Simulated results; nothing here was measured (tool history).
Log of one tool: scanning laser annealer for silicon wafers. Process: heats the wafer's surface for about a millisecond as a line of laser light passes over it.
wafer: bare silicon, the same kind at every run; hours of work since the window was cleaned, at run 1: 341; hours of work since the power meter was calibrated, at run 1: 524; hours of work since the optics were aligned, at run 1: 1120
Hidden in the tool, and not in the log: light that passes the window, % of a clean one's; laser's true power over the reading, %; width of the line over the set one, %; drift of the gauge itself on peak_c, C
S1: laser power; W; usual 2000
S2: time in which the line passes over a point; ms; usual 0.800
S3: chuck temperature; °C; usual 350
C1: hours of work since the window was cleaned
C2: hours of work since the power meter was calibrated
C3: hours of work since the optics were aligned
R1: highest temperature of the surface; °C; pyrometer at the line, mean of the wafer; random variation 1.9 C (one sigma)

{"run": 1, "hour": 0.0, "S1": 2000, "S2": 0.8, "S3": 350, "C1": 341, "C2": 524, "C3": 1120, "R1": 1097}
{"run": 2, "hour": 21.3, "S1": 2000, "S2": 0.8, "S3": 350, "C1": 358, "C2": 541, "C3": 1136, "R1": 1097}
{"run": 3, "hour": 47.1, "S1": 1943, "S2": 0.8, "S3": 350, "C1": 378, "C2": 561, "C3": 1156, "R1": 1074}
{"run": 4, "hour": 72.1, "S1": 1943, "S2": 0.8, "S3": 350, "C1": 397, "C2": 580, "C3": 1175, "R1": 1068}
{"run": 5, "hour": 88.6, "S1": 2000, "S2": 0.8, "S3": 379, "C1": 410, "C2": 593, "C3": 1188, "R1": 1123}
{"run": 6, "hour": 103.5, "S1": 2000, "S2": 0.8, "S3": 350, "C1": 421, "C2": 604, "C3": 1200, "R1": 1096}
{"run": 7, "hour": 126.3, "S1": 2000, "S2": 0.827, "S3": 350, "C1": 439, "C2": 622, "C3": 1217, "R1": 1105}
{"run": 8, "hour": 141.5, "S1": 2000, "S2": 0.827, "S3": 350, "C1": 451, "C2": 634, "C3": 1229, "R1": 1104}
{"run": 9, "hour": 160.4, "S1": 2000, "S2": 0.827, "S3": 350, "C1": 465, "C2": 648, "C3": 1244, "R1": 1103}
{"run": 10, "hour": 186.2, "S1": 2000, "S2": 0.827, "S3": 350, "C1": 485, "C2": 668, "C3": 1264, "R1": 1100}
{"run": 11, "hour": 211.3, "S1": 2000, "S2": 0.827, "S3": 350, "C1": 504, "C2": 688, "C3": 1283, "R1": 1100}
{"hour": 237.7, "done": "optics aligned, line set to its width"}
{"run": 12, "hour": 240.6, "S1": 2000, "S2": 0.827, "S3": 350, "C1": 523, "C2": 706, "C3": 2, "R1": 1118}
{"run": 13, "hour": 252.2, "S1": 2000, "S2": 0.8, "S3": 349, "C1": 532, "C2": 715, "C3": 11, "R1": 1103}
{"run": 14, "hour": 278.5, "S1": 2000, "S2": 0.8, "S3": 349, "C1": 553, "C2": 736, "C3": 32, "R1": 1097}
{"run": 15, "hour": 297.9, "S1": 2000, "S2": 0.8, "S3": 347, "C1": 568, "C2": 751, "C3": 47, "R1": 1098}
{"run": 16, "hour": 312.1, "S1": 2000, "S2": 0.8, "S3": 347, "C1": 579, "C2": 762, "C3": 58, "R1": 1095}
{"run": 17, "hour": 333.0, "S1": 2000, "S2": 0.8, "S3": 347, "C1": 595, "C2": 778, "C3": 74, "R1": 1095}
{"run": 18, "hour": 352.5, "S1": 2080, "S2": 0.8, "S3": 350, "C1": 610, "C2": 793, "C3": 89, "R1": 1129}
{"run": 19, "hour": 372.0, "S1": 2080, "S2": 0.8, "S3": 350, "C1": 625, "C2": 808, "C3": 104, "R1": 1132}
{"run": 20, "hour": 397.5, "S1": 2125, "S2": 0.747, "S3": 386, "C1": 645, "C2": 828, "C3": 124, "R1": 1150}
{"run": 21, "hour": 421.9, "S1": 2125, "S2": 0.747, "S3": 386, "C1": 663, "C2": 847, "C3": 142, "R1": 1154}
{"run": 22, "hour": 444.2, "S1": 1843, "S2": 0.623, "S3": 389, "C1": 681, "C2": 864, "C3": 160, "R1": 975}
{"run": 23, "hour": 469.2, "S1": 2000, "S2": 0.995, "S3": 350, "C1": 700, "C2": 883, "C3": 179, "R1": 1191}
{"run": 24, "hour": 485.1, "S1": 2000, "S2": 0.995, "S3": 350, "C1": 712, "C2": 896, "C3": 191, "R1": 1190}
{"run": 25, "hour": 503.6, "S1": 1973, "S2": 0.711, "S3": 350, "C1": 727, "C2": 910, "C3": 206, "R1": 1031}
{"run": 26, "hour": 516.5, "S1": 2014, "S2": 0.855, "S3": 350, "C1": 737, "C2": 920, "C3": 216, "R1": 1122}
{"run": 27, "hour": 528.4, "S1": 2014, "S2": 0.855, "S3": 380, "C1": 746, "C2": 929, "C3": 225, "R1": 1152}
{"run": 28, "hour": 554.3, "S1": 2014, "S2": 0.855, "S3": 380, "C1": 766, "C2": 949, "C3": 245, "R1": 1151}
{"hour": 571.3, "done": "window over the wafer cleaned"}
{"run": 29, "hour": 580.2, "S1": 2023, "S2": 0.907, "S3": 338, "C1": 7, "C2": 968, "C3": 263, "R1": 1189}
{"run": 30, "hour": 606.3, "S1": 2197, "S2": 0.627, "S3": 350, "C1": 27, "C2": 988, "C3": 283, "R1": 1100}
{"run": 31, "hour": 626.6, "S1": 1797, "S2": 0.66, "S3": 362, "C1": 43, "C2": 1003, "C3": 299, "R1": 979}
{"run": 32, "hour": 651.8, "S1": 1797, "S2": 0.66, "S3": 362, "C1": 62, "C2": 1023, "C3": 319, "R1": 979}
{"run": 33, "hour": 666.2, "S1": 1728, "S2": 0.72, "S3": 387, "C1": 73, "C2": 1034, "C3": 330, "R1": 1005}
{"run": 34, "hour": 691.4, "S1": 1853, "S2": 0.802, "S3": 343, "C1": 93, "C2": 1054, "C3": 349, "R1": 1057}

Hidden state at the last listed run before each entry between runs and at the first one after, where it differs:
Between runs 11 and 12: optics aligned, line set to its width (hour 237.7)
  light that passes the window, % of a clean one's: 96.56 -> 96.43; width of the line over the set one, %: 4.87 -> 0.23
  measured less the result without the state, R1: -48 -> -31 °C
Between runs 28 and 29: window over the wafer cleaned (hour 571.3)
  light that passes the window, % of a clean one's: 94.85 -> 99.93; width of the line over the set one, %: 1.11 -> 1.17
  measured less the result without the state, R1: -49 -> -3 °C

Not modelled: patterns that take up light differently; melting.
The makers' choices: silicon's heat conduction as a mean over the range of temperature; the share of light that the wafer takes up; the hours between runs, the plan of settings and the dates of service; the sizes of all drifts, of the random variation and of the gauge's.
